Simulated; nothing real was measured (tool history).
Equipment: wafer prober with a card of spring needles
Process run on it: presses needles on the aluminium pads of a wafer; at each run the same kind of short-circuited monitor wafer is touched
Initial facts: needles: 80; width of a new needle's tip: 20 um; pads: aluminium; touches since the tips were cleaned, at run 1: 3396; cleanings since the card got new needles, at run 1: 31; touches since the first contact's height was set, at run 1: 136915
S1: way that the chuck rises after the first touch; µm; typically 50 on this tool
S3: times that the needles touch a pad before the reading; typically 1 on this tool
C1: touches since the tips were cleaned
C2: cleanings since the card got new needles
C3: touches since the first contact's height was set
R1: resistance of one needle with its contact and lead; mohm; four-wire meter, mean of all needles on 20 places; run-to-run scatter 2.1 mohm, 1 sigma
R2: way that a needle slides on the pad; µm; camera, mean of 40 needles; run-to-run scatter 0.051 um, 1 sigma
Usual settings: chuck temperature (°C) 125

run 1 hour=0 | S1=50 chuck_temperature_(°C)=125 S3=1 | C1=3396 C2=31 C3=136915 | R1=226 R2=9.69
-- hour=2.1 tips cleaned on abrasive film
-- hour=12.6 tips cleaned on abrasive film
run 2 hour=20.5 | S1=56 chuck_temperature_(°C)=125 S3=1 | C1=2911 C2=33 C3=144328 | R1=223 R2=10.7
-- hour=23.6 tips cleaned on abrasive film
run 3 hour=30.7 | S1=56 chuck_temperature_(°C)=125 S3=1 | C1=2585 C2=34 C3=147980 | R1=223 R2=10.75
-- hour=33.7 tips cleaned on abrasive film
run 4 hour=42.3 | S1=56 chuck_temperature_(°C)=125 S3=1 | C1=3125 C2=35 C3=152184 | R1=223 R2=10.78
-- hour=45.3 tips cleaned on abrasive film
-- hour=55.7 tips cleaned on abrasive film
run 5 hour=60.3 | S1=56 chuck_temperature_(°C)=125 S3=1 | C1=1675 C2=37 C3=158660 | R1=224 R2=10.77
-- hour=67.5 tips cleaned on abrasive film
run 6 hour=70.8 | S1=56 chuck_temperature_(°C)=125 S3=1 | C1=1194 C2=38 C3=162461 | R1=225 R2=10.89
-- hour=78.6 tips cleaned on abrasive film
run 7 hour=87 | S1=56 chuck_temperature_(°C)=125 S3=1 | C1=3057 C2=39 C3=168344 | R1=224 R2=10.78
-- hour=88.9 tips cleaned on abrasive film
-- hour=99.5 tips cleaned on abrasive film
run 8 hour=101.1 | S1=64 chuck_temperature_(°C)=125 S3=1 | C1=573 C2=41 C3=173404 | R1=220 R2=12.36
-- hour=111.6 tips cleaned on abrasive film
run 9 hour=116.7 | S1=64 chuck_temperature_(°C)=125 S3=1 | C1=1874 C2=42 C3=179060 | R1=219 R2=12.3
-- hour=121.8 tips cleaned on abrasive film
run 10 hour=130.8 | S1=64 chuck_temperature_(°C)=125 S3=1 | C1=3269 C2=43 C3=184151 | R1=223 R2=12.37
-- hour=133.5 tips cleaned on abrasive film
run 11 hour=141.3 | S1=53 chuck_temperature_(°C)=125 S3=1 | C1=2850 C2=44 C3=187942 | R1=229 R2=10.33
-- hour=144.4 tips cleaned on abrasive film
-- hour=148.5 height of the first contact set anew
run 12 hour=154.1 | S1=53 chuck_temperature_(°C)=125 S3=1 | C1=3422 C2=45 C3=2044 | R1=225 R2=10.25
-- hour=156 tips cleaned on abrasive film
-- hour=167.9 tips cleaned on abrasive film
run 13 hour=176 | S1=53 chuck_temperature_(°C)=125 S3=1 | C1=2948 C2=47 C3=9935 | R1=227 R2=10.37
-- hour=179.5 tips cleaned on abrasive film
-- hour=190.2 tips cleaned on abrasive film
run 14 hour=190.2 | S1=53 chuck_temperature_(°C)=125 S3=1 | C1=0 C2=49 C3=15064 | R1=224 R2=10.27
-- hour=201.6 tips cleaned on abrasive film
run 15 hour=208 | S1=53 chuck_temperature_(°C)=125 S3=1 | C1=2321 C2=50 C3=21490 | R1=227 R2=10.29
-- hour=213.2 tips cleaned on abrasive film
run 16 hour=222.8 | S1=53 chuck_temperature_(°C)=125 S3=1 | C1=3508 C2=51 C3=26858 | R1=229 R2=10.29
-- hour=224.4 tips cleaned on abrasive film
-- hour=235.9 tips cleaned on abrasive film
run 17 hour=241.9 | S1=53 chuck_temperature_(°C)=125 S3=1 | C1=2196 C2=53 C3=33755 | R1=223 R2=10.34
-- hour=247 tips cleaned on abrasive film
-- hour=257.7 tips cleaned on abrasive film
run 18 hour=263.6 | S1=53 chuck_temperature_(°C)=125 S3=1 | C1=2148 C2=55 C3=41571 | R1=224 R2=10.38

Run 19 has not been measured yet. What should we expect?
-- hour=268.8 tips cleaned on abrasive film
-- hour=279.5 tips cleaned on abrasive film
run 19 hour=279.8 | S1=53 chuck_temperature_(°C)=31 S3=1 | C1=88 C2=57 C3=47411 | R1=? R2=?

{"run 19": {"R1": 204, "R2": 10.35}}
On a tool with no hidden condition, and with the same random variation, this run would have come out at R1 204 mohm, R2 10.15 µm.
